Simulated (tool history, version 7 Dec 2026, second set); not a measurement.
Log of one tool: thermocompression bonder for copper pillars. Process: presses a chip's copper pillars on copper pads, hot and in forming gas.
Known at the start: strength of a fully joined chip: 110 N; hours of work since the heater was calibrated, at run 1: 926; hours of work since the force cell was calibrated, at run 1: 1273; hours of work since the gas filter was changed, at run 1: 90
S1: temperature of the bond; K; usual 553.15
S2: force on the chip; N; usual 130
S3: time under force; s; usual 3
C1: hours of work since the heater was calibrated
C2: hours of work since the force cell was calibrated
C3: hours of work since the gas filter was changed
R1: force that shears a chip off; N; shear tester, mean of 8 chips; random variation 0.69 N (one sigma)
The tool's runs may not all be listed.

run 1 hour=0.0 | S1=553.15 S2=130 S3=3 | C1=926 C2=1273 C3=90 | R1=40.6
-- hour=10.0 force cell calibrated
-- hour=28.5 forming gas filter changed
run 2 hour=58.6 | S1=553.15 S2=130 S3=3 | C1=962 C2=30 C3=19 | R1=44.7
run 3 hour=97.9 | S1=582.15 S2=130 S3=3 | C1=986 C2=55 C3=43 | R1=62.8
run 4 hour=130.3 | S1=582.15 S2=130 S3=3 | C1=1007 C2=75 C3=64 | R1=63.9
run 5 hour=175.9 | S1=582.15 S2=130 S3=3 | C1=1035 C2=103 C3=92 | R1=60.7
-- hour=196.3 forming gas filter changed
run 6 hour=203.9 | S1=553.15 S2=145 S3=3 | C1=1052 C2=121 C3=5 | R1=47.6
run 7 hour=246.1 | S1=553.15 S2=145 S3=3 | C1=1079 C2=147 C3=31 | R1=47.5
run 8 hour=273.4 | S1=527.15 S2=109 S3=3 | C1=1096 C2=164 C3=48 | R1=24.5
-- hour=327.0 force cell calibrated, once more
run 9 hour=331.0 | S1=527.15 S2=109 S3=3 | C1=1131 C2=3 C3=83 | R1=22.1
-- hour=368.2 forming gas filter changed
run 10 hour=370.7 | S1=539.15 S2=123 S3=3 | C1=1156 C2=27 C3=2 | R1=32.2
run 11 hour=398.7 | S1=528.15 S2=136 S3=3 | C1=1173 C2=45 C3=19 | R1=28.0
run 12 hour=422.9 | S1=553.15 S2=83 S3=3 | C1=1188 C2=60 C3=34 | R1=30.2
run 13 hour=455.5 | S1=553.15 S2=132 S3=2 | C1=1209 C2=80 C3=55 | R1=34.9
run 14 hour=496.9 | S1=532.15 S2=130 S3=4 | C1=1234 C2=106 C3=81 | R1=30.1

5 ways to go on from here, each from the tool as it stands after run 14. What would each give?
-- hour=536.3 forming gas filter changed
run A hour=551.5 | S1=532.15 S2=130 S3=6 | C1=1268 C2=140 C3=9 | R1=?
-- hour=536.3 forming gas filter changed
run B hour=551.5 | S1=532.15 S2=187 S3=6 | C1=1268 C2=140 C3=9 | R1=?
-- hour=536.3 forming gas filter changed
run C hour=551.5 | S1=532.15 S2=111 S3=8 | C1=1268 C2=140 C3=9 | R1=?
-- hour=536.3 forming gas filter changed
run D hour=551.5 | S1=559.15 S2=130 S3=3 | C1=1268 C2=140 C3=9 | R1=?
-- hour=536.3 forming gas filter changed
run E hour=551.5 | S1=532.15 S2=130 S3=3 | C1=1268 C2=140 C3=9 | R1=?

run=A R1=38.4
run=B R1=48.7
run=C R1=40.0
run=D R1=44.4
run=E R1=29.0
Without the tool's hidden state the same runs would have given:
run=A R1=44.6
run=B R1=55.7
run=C R1=46.2
run=D R1=50.4
run=E R1=34.1

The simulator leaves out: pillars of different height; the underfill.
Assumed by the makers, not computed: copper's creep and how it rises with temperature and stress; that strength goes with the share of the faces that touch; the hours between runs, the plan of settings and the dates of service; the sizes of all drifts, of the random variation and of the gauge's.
